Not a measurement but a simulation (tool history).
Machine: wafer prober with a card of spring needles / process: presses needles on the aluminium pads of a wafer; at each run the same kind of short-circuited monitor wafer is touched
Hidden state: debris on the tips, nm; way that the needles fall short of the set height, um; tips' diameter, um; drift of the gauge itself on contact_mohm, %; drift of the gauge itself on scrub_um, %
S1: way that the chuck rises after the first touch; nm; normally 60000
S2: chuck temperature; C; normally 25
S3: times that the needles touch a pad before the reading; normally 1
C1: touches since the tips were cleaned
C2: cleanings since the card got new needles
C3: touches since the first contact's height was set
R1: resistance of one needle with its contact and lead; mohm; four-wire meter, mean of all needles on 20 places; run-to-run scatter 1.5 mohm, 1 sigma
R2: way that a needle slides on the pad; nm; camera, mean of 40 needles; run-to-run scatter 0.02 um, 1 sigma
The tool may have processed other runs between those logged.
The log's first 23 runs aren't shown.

| run | hour | S1 | S2 | S3 | C1 | C2 | C3 | R1 | R2 |
|---|---|---|---|---|---|---|---|---|---|
|  | 363.6 | tips cleaned on abrasive film |
|  | 375.3 | tips cleaned on abrasive film |
| 24 | 383.5 | 58000 | 27 | 2 | 4478 | 60 | 17678 | 174 | 9980 |
|  | 386.7 | tips cleaned on abrasive film |
| 25 | 397.0 | 67000 | 27 | 2 | 5556 | 61 | 24903 | 168 | 11560 |
|  | 398.6 | tips cleaned on abrasive film |
|  | 410.5 | tips cleaned on abrasive film |
| 26 | 419.0 | 66000 | 52 | 1 | 4616 | 63 | 36760 | 185 | 11350 |
|  | 422.1 | tips cleaned on abrasive film |
|  | 433.4 | tips cleaned on abrasive film |
| 27 | 433.4 | 62000 | 26 | 2 | 0 | 65 | 44458 | 152 | 10640 |
|  | 444.8 | tips cleaned on abrasive film |
| 28 | 448.4 | 46000 | 48 | 1 | 1918 | 66 | 52504 | 199 | 7900 |
|  | 457.1 | tips cleaned on abrasive film |
| 29 | 460.4 | 46000 | 48 | 1 | 1745 | 67 | 58944 | 201 | 7880 |
|  | 469.3 | tips cleaned on abrasive film |
|  | 481.5 | tips cleaned on abrasive film |
| 30 | 483.1 | 79000 | 48 | 1 | 863 | 69 | 71153 | 161 | 13520 |
|  | 492.2 | tips cleaned on abrasive film |
| 31 | 502.0 | 68000 | 74 | 2 | 5303 | 70 | 81353 | 176 | 11640 |
|  | 504.1 | tips cleaned on abrasive film |
|  | 516.3 | tips cleaned on abrasive film |
| 32 | 523.4 | 68000 | 77 | 2 | 3845 | 72 | 92852 | 178 | 11640 |

Each row is a separate what-if for the run after 32, all from the same tool condition, not one after another. Results?
|  | 527.1 | tips cleaned on abrasive film |
| A | 536.1 | 42000 | 77 | 2 | 4905 | 73 | 99695 | ? | ? |
|  | 527.1 | tips cleaned on abrasive film |
| B | 536.1 | 48000 | 85 | 3 | 4905 | 73 | 99695 | ? | ? |
|  | 527.1 | tips cleaned on abrasive film |
| C | 536.1 | 61000 | 61 | 3 | 4905 | 73 | 99695 | ? | ? |
|  | 527.1 | tips cleaned on abrasive film |
| D | 536.1 | 57000 | 25 | 1 | 4905 | 73 | 99695 | ? | ? |

| run | R1 | R2 |
|---|---|---|
| A | 204 | 7080 |
| B | 185 | 8150 |
| C | 168 | 10420 |
| D | 202 | 9710 |
Take away the tool's hidden state, keep each run's random variation, and the runs would have read:
| run | R1 | R2 |
|---|---|---|
| A | 157 | 7220 |
| B | 162 | 8290 |
| C | 152 | 10560 |
| D | 151 | 9850 |

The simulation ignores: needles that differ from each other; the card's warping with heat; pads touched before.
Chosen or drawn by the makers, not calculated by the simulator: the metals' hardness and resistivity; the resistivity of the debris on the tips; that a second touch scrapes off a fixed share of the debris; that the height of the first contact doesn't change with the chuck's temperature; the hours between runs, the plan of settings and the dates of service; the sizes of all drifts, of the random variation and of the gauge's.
